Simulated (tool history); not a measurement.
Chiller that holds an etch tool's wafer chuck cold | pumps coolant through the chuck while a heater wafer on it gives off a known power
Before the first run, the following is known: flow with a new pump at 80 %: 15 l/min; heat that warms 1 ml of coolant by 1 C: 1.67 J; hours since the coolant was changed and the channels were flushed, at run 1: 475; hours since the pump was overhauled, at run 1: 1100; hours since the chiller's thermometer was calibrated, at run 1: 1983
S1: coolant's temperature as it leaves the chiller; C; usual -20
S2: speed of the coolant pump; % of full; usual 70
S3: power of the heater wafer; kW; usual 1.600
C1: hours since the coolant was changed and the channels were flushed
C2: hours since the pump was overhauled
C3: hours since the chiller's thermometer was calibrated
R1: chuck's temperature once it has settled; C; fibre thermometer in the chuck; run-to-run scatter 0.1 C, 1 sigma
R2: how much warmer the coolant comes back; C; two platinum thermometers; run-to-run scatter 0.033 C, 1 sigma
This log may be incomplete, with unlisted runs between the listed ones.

run 1 hour=0.0 | S1=-20 S2=70 S3=1.600 | C1=475 C2=1100 C3=1983 | R1=-1.1 R2=4.48
run 2 hour=77.9 | S1=-20 S2=70 S3=1.600 | C1=553 C2=1178 C3=2061 | R1=-1.2 R2=4.44
run 3 hour=199.5 | S1=-22 S2=70 S3=1.600 | C1=675 C2=1299 C3=2182 | R1=-2.9 R2=4.49
run 4 hour=290.1 | S1=-20 S2=70 S3=2.033 | C1=765 C2=1390 C3=2273 | R1=4.2 R2=5.73
run 5 hour=358.3 | S1=-20 S2=70 S3=1.619 | C1=833 C2=1458 C3=2341 | R1=-0.8 R2=4.56
run 6 hour=435.1 | S1=-20 S2=70 S3=1.619 | C1=910 C2=1535 C3=2418 | R1=-0.6 R2=4.58
run 7 hour=560.0 | S1=-20 S2=70 S3=1.619 | C1=1035 C2=1660 C3=2543 | R1=-0.6 R2=4.55
run 8 hour=665.8 | S1=-20 S2=92 S3=1.600 | C1=1141 C2=1766 C3=2648 | R1=-5.0 R2=3.32
run 9 hour=750.8 | S1=-20 S2=70 S3=1.600 | C1=1226 C2=1851 C3=2733 | R1=-0.7 R2=4.48
run 10 hour=859.6 | S1=-20 S2=70 S3=1.600 | C1=1335 C2=1960 C3=2842 | R1=-0.6 R2=4.52
run 11 hour=926.8 | S1=-20 S2=70 S3=1.600 | C1=1402 C2=2027 C3=2909 | R1=-0.6 R2=4.52
run 12 hour=1041.5 | S1=-20 S2=70 S3=1.600 | C1=1517 C2=2141 C3=3024 | R1=-0.6 R2=4.57
run 13 hour=1154.1 | S1=-22 S2=70 S3=1.600 | C1=1629 C2=2254 C3=3137 | R1=-2.3 R2=4.60
run 14 hour=1248.2 | S1=-20 S2=95 S3=1.600 | C1=1723 C2=2348 C3=3231 | R1=-5.3 R2=3.31
run 15 hour=1338.0 | S1=-20 S2=70 S3=1.325 | C1=1813 C2=2438 C3=3321 | R1=-3.7 R2=3.81
run 16 hour=1390.7 | S1=-20 S2=70 S3=1.600 | C1=1866 C2=2491 C3=3373 | R1=-0.3 R2=4.52
run 17 hour=1482.0 | S1=-20 S2=70 S3=1.600 | C1=1957 C2=2582 C3=3465 | R1=-0.3 R2=4.50
run 18 hour=1584.1 | S1=-22 S2=94 S3=1.954 | C1=2059 C2=2684 C3=3567 | R1=-3.5 R2=4.06
run 19 hour=1656.6 | S1=-20 S2=94 S3=1.954 | C1=2132 C2=2757 C3=3639 | R1=-1.4 R2=4.03
run 20 hour=1776.9 | S1=-19 S2=94 S3=0.804 | C1=2252 C2=2877 C3=3760 | R1=-11.3 R2=1.63
run 21 hour=1835.8 | S1=-10 S2=61 S3=1.857 | C1=2311 C2=2936 C3=3818 | R1=16.5 R2=6.15
run 22 hour=1938.9 | S1=-23 S2=69 S3=1.506 | C1=2414 C2=3039 C3=3921 | R1=-4.1 R2=4.41
run 23 hour=2021.9 | S1=-23 S2=69 S3=1.506 | C1=2497 C2=3122 C3=4005 | R1=-3.7 R2=4.35
run 24 hour=2130.0 | S1=-23 S2=69 S3=1.506 | C1=2605 C2=3230 C3=4113 | R1=-3.8 R2=4.40
-- hour=2181.7 chiller's thermometer calibrated
run 25 hour=2216.9 | S1=-30 S2=98 S3=1.754 | C1=2691 C2=3316 C3=35 | R1=-13.9 R2=3.52
run 26 hour=2293.7 | S1=-23 S2=98 S3=1.754 | C1=2768 C2=3393 C3=112 | R1=-6.8 R2=3.55
run 27 hour=2396.4 | S1=-23 S2=98 S3=1.754 | C1=2871 C2=3495 C3=215 | R1=-7.0 R2=3.50
run 28 hour=2488.4 | S1=-17 S2=70 S3=1.179 | C1=2963 C2=3587 C3=307 | R1=-2.1 R2=3.47
run 29 hour=2600.5 | S1=-17 S2=78 S3=1.600 | C1=3075 C2=3699 C3=419 | R1=1.3 R2=4.10
run 30 hour=2658.6 | S1=-16 S2=60 S3=0.908 | C1=3133 C2=3757 C3=477 | R1=-2.6 R2=3.08
run 31 hour=2719.6 | S1=-15 S2=60 S3=1.626 | C1=3194 C2=3818 C3=538 | R1=9.0 R2=5.55

Here are 5 independent what-if runs from the current tool condition. What would each one return?
run A hour=2829.6 | S1=-15 S2=60 S3=1.381 | C1=3304 C2=3928 C3=648 | R1=? R2=?
run B hour=2829.6 | S1=-23 S2=60 S3=1.395 | C1=3304 C2=3928 C3=648 | R1=? R2=?
run C hour=2829.6 | S1=-11 S2=70 S3=1.600 | C1=3304 C2=3928 C3=648 | R1=? R2=?
run D hour=2829.6 | S1=-29 S2=73 S3=1.626 | C1=3304 C2=3928 C3=648 | R1=? R2=?
run E hour=2829.6 | S1=-19 S2=60 S3=1.626 | C1=3304 C2=3928 C3=648 | R1=? R2=?

run=A R1=5.3 R2=4.70
run=B R1=-2.6 R2=4.76
run=C R1=9.5 R2=4.63
run=D R1=-9.0 R2=4.49
run=E R1=4.9 R2=5.54
The same runs, with their run-to-run variation unchanged, on a tool lacking any hidden condition would have given:
run=A R1=3.5 R2=4.47
run=B R1=-4.5 R2=4.53
run=C R1=7.6 R2=4.40
run=D R1=-10.8 R2=4.27
run=E R1=2.7 R2=5.27
